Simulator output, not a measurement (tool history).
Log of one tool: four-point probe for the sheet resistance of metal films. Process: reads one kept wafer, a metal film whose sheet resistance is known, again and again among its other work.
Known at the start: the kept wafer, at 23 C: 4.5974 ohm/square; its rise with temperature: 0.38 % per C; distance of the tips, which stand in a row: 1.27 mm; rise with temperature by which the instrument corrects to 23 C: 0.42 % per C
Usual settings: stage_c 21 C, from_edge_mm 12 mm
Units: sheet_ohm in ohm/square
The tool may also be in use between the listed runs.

{"run": 1, "day": 0.0, "stage_c": 21, "from_edge_mm": 12, "sheet_ohm": 4.62907}
{"run": 2, "day": 3.383, "stage_c": 21, "from_edge_mm": 12, "sheet_ohm": 4.628244}
{"run": 3, "day": 6.896, "stage_c": 21, "from_edge_mm": 12, "sheet_ohm": 4.628218}
{"run": 4, "day": 10.208, "stage_c": 21, "from_edge_mm": 12, "sheet_ohm": 4.627053}
{"run": 5, "day": 13.512, "stage_c": 21, "from_edge_mm": 12, "sheet_ohm": 4.627806}
{"run": 6, "day": 15.925, "stage_c": 21, "from_edge_mm": 12, "sheet_ohm": 4.629909}
{"run": 7, "day": 20.642, "stage_c": 21, "from_edge_mm": 12, "sheet_ohm": 4.628011}
{"run": 8, "day": 23.388, "stage_c": 21, "from_edge_mm": 12, "sheet_ohm": 4.627439}
{"run": 9, "day": 26.588, "stage_c": 21, "from_edge_mm": 12, "sheet_ohm": 4.629864}
{"run": 10, "day": 30.408, "stage_c": 21, "from_edge_mm": 12, "sheet_ohm": 4.630727}
{"run": 11, "day": 32.554, "stage_c": 21, "from_edge_mm": 12, "sheet_ohm": 4.628832}
{"run": 12, "day": 37.046, "stage_c": 31, "from_edge_mm": 7, "sheet_ohm": 4.664641}
{"run": 13, "day": 41.192, "stage_c": 23, "from_edge_mm": 53, "sheet_ohm": 4.600007}
{"run": 14, "day": 43.375, "stage_c": 29, "from_edge_mm": 47, "sheet_ohm": 4.589025}
{"run": 15, "day": 47.875, "stage_c": 29, "from_edge_mm": 47, "sheet_ohm": 4.588246}

5 ways to go on from here, each from the tool as it stands after run 15. What would each give?
{"run": "A", "day": 50.562, "stage_c": 35, "from_edge_mm": 4, "sheet_ohm": "?"}
{"run": "B", "day": 50.562, "stage_c": 21, "from_edge_mm": 4, "sheet_ohm": "?"}
{"run": "C", "day": 50.562, "stage_c": 32, "from_edge_mm": 6, "sheet_ohm": "?"}
{"run": "D", "day": 50.562, "stage_c": 32, "from_edge_mm": 47, "sheet_ohm": "?"}
{"run": "E", "day": 50.562, "stage_c": 33, "from_edge_mm": 12, "sheet_ohm": "?"}

run=A sheet_ohm=4.811492
run=B sheet_ohm=4.836702
run=C sheet_ohm=4.688043
run=D sheet_ohm=4.582436
run=E sheet_ohm=4.610265
Without the tool's hidden state the same runs would have given:
run=A sheet_ohm=4.811119
run=B sheet_ohm=4.836321
run=C sheet_ohm=4.687678
run=D sheet_ohm=4.582078
run=E sheet_ohm=4.609906

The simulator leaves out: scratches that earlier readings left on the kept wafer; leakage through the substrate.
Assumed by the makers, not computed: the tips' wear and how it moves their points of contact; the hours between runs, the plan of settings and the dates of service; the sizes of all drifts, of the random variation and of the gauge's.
